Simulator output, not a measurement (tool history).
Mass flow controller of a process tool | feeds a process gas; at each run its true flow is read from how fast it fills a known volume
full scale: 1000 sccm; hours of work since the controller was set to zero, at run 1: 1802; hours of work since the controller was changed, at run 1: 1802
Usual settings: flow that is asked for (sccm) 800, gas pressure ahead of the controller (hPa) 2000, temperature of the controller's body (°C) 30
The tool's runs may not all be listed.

| run | hour | flow that is asked for (sccm) | gas pressure ahead of the controller (hPa) | temperature of the controller's body (°C) | hours of work since the controller was set to zero | hours of work since the controller was changed | true flow (%) |
|---|---|---|---|---|---|---|---|
| 1 | 0.0 | 800 | 2000 | 30 | 1802 | 1802 | 100.29 |
| 2 | 346.0 | 800 | 2000 | 30 | 1942 | 1942 | 100.27 |
| 3 | 598.4 | 800 | 2000 | 30 | 2044 | 2044 | 100.29 |
| 4 | 792.8 | 800 | 2000 | 30 | 2122 | 2122 | 100.26 |
| 5 | 994.1 | 800 | 2000 | 30 | 2204 | 2204 | 100.32 |
| 6 | 1373.3 | 800 | 2000 | 30 | 2357 | 2357 | 100.47 |
| 7 | 1652.5 | 800 | 2000 | 30 | 2469 | 2469 | 100.51 |
| 8 | 1958.2 | 800 | 1580 | 30 | 2593 | 2593 | 100.71 |
| 9 | 2168.3 | 800 | 1580 | 30 | 2677 | 2677 | 100.89 |
| 10 | 2433.6 | 800 | 1580 | 30 | 2785 | 2785 | 100.90 |
| 11 | 2701.5 | 800 | 1580 | 30 | 2893 | 2893 | 100.93 |
| 12 | 2995.6 | 800 | 1580 | 30 | 3011 | 3011 | 100.95 |
| 13 | 3298.1 | 800 | 1580 | 30 | 3133 | 3133 | 100.87 |
| 14 | 3588.8 | 800 | 1580 | 30 | 3251 | 3251 | 101.02 |
| 15 | 3881.6 | 800 | 2000 | 30 | 3369 | 3369 | 100.89 |
| 16 | 4145.8 | 800 | 2000 | 30 | 3475 | 3475 | 100.96 |
| 17 | 4366.5 | 715 | 2000 | 30 | 3564 | 3564 | 100.80 |
| 18 | 4641.7 | 800 | 2300 | 30 | 3676 | 3676 | 100.88 |
| 19 | 4870.8 | 800 | 2300 | 23 | 3768 | 3768 | 101.67 |
| 20 | 5046.3 | 379 | 2300 | 38 | 3839 | 3839 | 98.86 |
| 21 | 5280.6 | 379 | 2300 | 25 | 3933 | 3933 | 100.41 |
| 22 | 5562.7 | 800 | 1430 | 25 | 4047 | 4047 | 101.96 |

The next listed run, before its measurement:
| 23 | 5890.1 | 128 | 1710 | 26 | 4179 | 4179 | ? |

Run 23 gave true flow (%) 97.72.
Without the tool's hidden state the same run would have given true flow (%) 99.10.
